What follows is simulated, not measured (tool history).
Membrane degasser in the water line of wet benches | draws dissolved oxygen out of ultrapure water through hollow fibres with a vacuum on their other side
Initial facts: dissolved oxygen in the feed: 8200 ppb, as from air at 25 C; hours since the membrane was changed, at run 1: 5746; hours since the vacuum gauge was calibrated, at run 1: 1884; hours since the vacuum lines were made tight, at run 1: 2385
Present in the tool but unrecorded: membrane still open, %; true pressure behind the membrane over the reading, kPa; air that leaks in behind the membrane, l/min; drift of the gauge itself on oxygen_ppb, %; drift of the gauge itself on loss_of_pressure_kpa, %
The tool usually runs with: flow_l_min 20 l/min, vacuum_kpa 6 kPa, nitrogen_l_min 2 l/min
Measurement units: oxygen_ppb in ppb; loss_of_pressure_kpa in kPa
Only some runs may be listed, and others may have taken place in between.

run     day  flow_l_min  vacuum_kpa  nitrogen_l_min  hours since the membrane was changed  hours since the vacuum gauge was calibrated  hours since the vacuum lines were made tight  oxygen_ppb  loss_of_pressure_kpa
  1       0          20           6               2                                  5746                                         1884                                          2385       145.7                 46.17
  2   3.392          20           6               2                                  5828                                         1965                                          2466       147.9                 46.27
  3   7.671          20           6               2                                  5930                                         2068                                          2569       147.8                 46.27
  4    11.6          18           6               2                                  6025                                         2162                                          2663       118.8                 41.58
  5  17.792          18        6.36               2                                  6173                                         2311                                          2812       123.8                 41.73
  6  24.517          13           6               2                                  6335                                         2472                                          2973        59.6                 30.35
  7  28.779          13           6               2                                  6437                                         2575                                          3075        61.5                 29.94
  8  35.038          29           6               2                                  6587                                         2725                                          3225       352.8                  67.7
  9  38.121          20           6            3.24                                  6661                                         2799                                          3299       125.4                 46.41
 10  42.171          20       14.99               2                                  6758                                         2896                                          3397       348.8                 46.34
 11  49.304          17           6               2                                  6930                                         3067                                          3568       106.1                 39.58
 12   55.85          17           6               2                                  7087                                         3224                                          3725       106.4                 39.67
 13  62.325          17           6               2                                  7242                                         3380                                          3880       105.7                 39.55
 14  65.912          17           6               2                                  7328                                         3466                                          3966       107.5                  39.5
 15  73.117          20           6            3.07                                  7501                                         3639                                          4139         133                 46.77
     73.462  -- vacuum gauge calibrated
 16  76.346          20           6            3.07                                  7578                                           69                                          4216       135.7                 46.65
 17  80.358          20           6            3.07                                  7674                                          166                                          4313       132.9                 46.49

Run 18 is up next; what results do you expect?
 18  83.817          20           6            3.07                                  7757                                          248                                          4396           ?                     ?

{"run 18": {"oxygen_ppb": 138.1, "loss_of_pressure_kpa": 46.77}}
Minus the tool's unlogged condition, the same run would have read oxygen_ppb 108.4 ppb, loss_of_pressure_kpa 43.82 kPa.
